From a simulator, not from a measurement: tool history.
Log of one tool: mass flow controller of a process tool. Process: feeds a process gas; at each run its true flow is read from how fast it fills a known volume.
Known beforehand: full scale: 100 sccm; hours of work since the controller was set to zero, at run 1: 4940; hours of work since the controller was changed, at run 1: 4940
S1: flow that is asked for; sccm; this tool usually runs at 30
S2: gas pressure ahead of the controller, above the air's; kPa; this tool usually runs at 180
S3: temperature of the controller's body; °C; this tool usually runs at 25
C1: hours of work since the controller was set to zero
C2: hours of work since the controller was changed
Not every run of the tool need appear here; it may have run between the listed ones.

Run 1, hour 0: usual settings; C1 4940; C2 4940. Result: true flow (%) 99.66.
Run 2, hour 266.7: usual settings but S2 182 kPa; C1 5130; C2 5130. Result: true flow (%) 99.68.
Run 3, hour 508.5: usual settings but S2 182 kPa; C1 5303; C2 5303. Result: true flow (%) 99.65.
Run 4, hour 808.4: usual settings but S2 182 kPa; C1 5517; C2 5517. Result: true flow (%) 99.7.
Run 5, hour 1097.5: usual settings but S2 182 kPa; C1 5724; C2 5724. Result: true flow (%) 99.76.
Run 6, hour 1366.9: usual settings; C1 5916; C2 5916. Result: true flow (%) 99.76.
Run 7, hour 1646: usual settings; C1 6115; C2 6115. Result: true flow (%) 99.72.
Run 8, hour 1969: usual settings but S1 19 sccm; C1 6346; C2 6346. Result: true flow (%) 100.99.
Run 9, hour 2155.4: usual settings but S1 19 sccm; C1 6479; C2 6479. Result: true flow (%) 100.8.
At hour 2319.5: controller's zero set anew.
Run 10, hour 2333.4: usual settings but S3 26 °C; C1 10; C2 6606. Result: true flow (%) 97.68.
Run 11, hour 2501.2: usual settings but S3 26 °C; C1 130; C2 6726. Result: true flow (%) 97.79.
Run 12, hour 2757.4: usual settings but S3 26 °C; C1 313; C2 6909. Result: true flow (%) 97.71.
Run 13, hour 3047.9: usual settings; C1 520; C2 7116. Result: true flow (%) 97.58.
Run 14, hour 3400.9: usual settings; C1 772; C2 7369. Result: true flow (%) 97.63.
Run 15, hour 3788.6: usual settings; C1 1049; C2 7645. Result: true flow (%) 97.67.
Run 16, hour 4138.4: usual settings but S1 11 sccm, S2 221 kPa, S3 20 °C; C1 1299; C2 7895. Result: true flow (%) 97.61.
Run 17, hour 4492.4: usual settings but S3 26 °C; C1 1552; C2 8148. Result: true flow (%) 97.78.
Run 18, hour 4737.8: usual settings but S3 26 °C; C1 1727; C2 8324. Result: true flow (%) 97.81.
Run 19, hour 4978: usual settings but S3 26 °C; C1 1899; C2 8495. Result: true flow (%) 97.82.
Run 20, hour 5356.8: usual settings but S3 26 °C; C1 2169; C2 8766. Result: true flow (%) 97.83.
Run 21, hour 5557.4: usual settings but S1 44 sccm, S2 146 kPa, S3 24 °C; C1 2313; C2 8909. Result: true flow (%) 97.52.
Run 22, hour 5789.3: usual settings; C1 2478; C2 9075. Result: true flow (%) 97.73.
Run 23, hour 6018.5: usual settings but S3 23 °C; C1 2642; C2 9238. Result: true flow (%) 97.53.
Run 24, hour 6182.4: usual settings but S3 23 °C; C1 2759; C2 9355. Result: true flow (%) 97.57.
Run 25, hour 6388.2: usual settings but S1 11 sccm, S2 214 kPa, S3 34 °C; C1 2906; C2 9502. Result: true flow (%) 100.16.
Run 26, hour 6568.3: usual settings but S1 12 sccm, S2 257 kPa, S3 32 °C; C1 3035; C2 9631. Result: true flow (%) 99.7.
Run 27, hour 6741.8: usual settings but S1 12 sccm, S2 204 kPa, S3 34 °C; C1 3159; C2 9755. Result: true flow (%) 100.12.
Run 28, hour 6985.6: usual settings but S1 12 sccm, S2 204 kPa, S3 34 °C; C1 3333; C2 9929. Result: true flow (%) 100.27.
Run 29, hour 7249.5: usual settings but S1 15 sccm, S2 179 kPa; C1 3521; C2 10118. Result: true flow (%) 98.81.

Branching from run 29: 4 alternative next runs. What would each branch give?
Run A, hour 7594.2: usual settings but S1 15 sccm, S2 179 kPa, S3 21 °C; C1 3768; C2 10364. Result: true flow (%) ?.
Run B, hour 7594.2: usual settings but S1 12 sccm, S2 196 kPa, S3 20 °C; C1 3768; C2 10364. Result: true flow (%) ?.
Run C, hour 7594.2: usual settings but S3 30 °C; C1 3768; C2 10364. Result: true flow (%) ?.
Run D, hour 7594.2: usual settings but S1 37 sccm, S2 275 kPa, S3 29 °C; C1 3768; C2 10364. Result: true flow (%) ?.

run  true flow (%)
  A          98.46
  B          98.94
  C          98.43
  D          97.84
What these runs would have given with no unlogged condition in the tool:
run  true flow (%)
  A          98.41
  B          98.26
  C          99.67
  D          99.31

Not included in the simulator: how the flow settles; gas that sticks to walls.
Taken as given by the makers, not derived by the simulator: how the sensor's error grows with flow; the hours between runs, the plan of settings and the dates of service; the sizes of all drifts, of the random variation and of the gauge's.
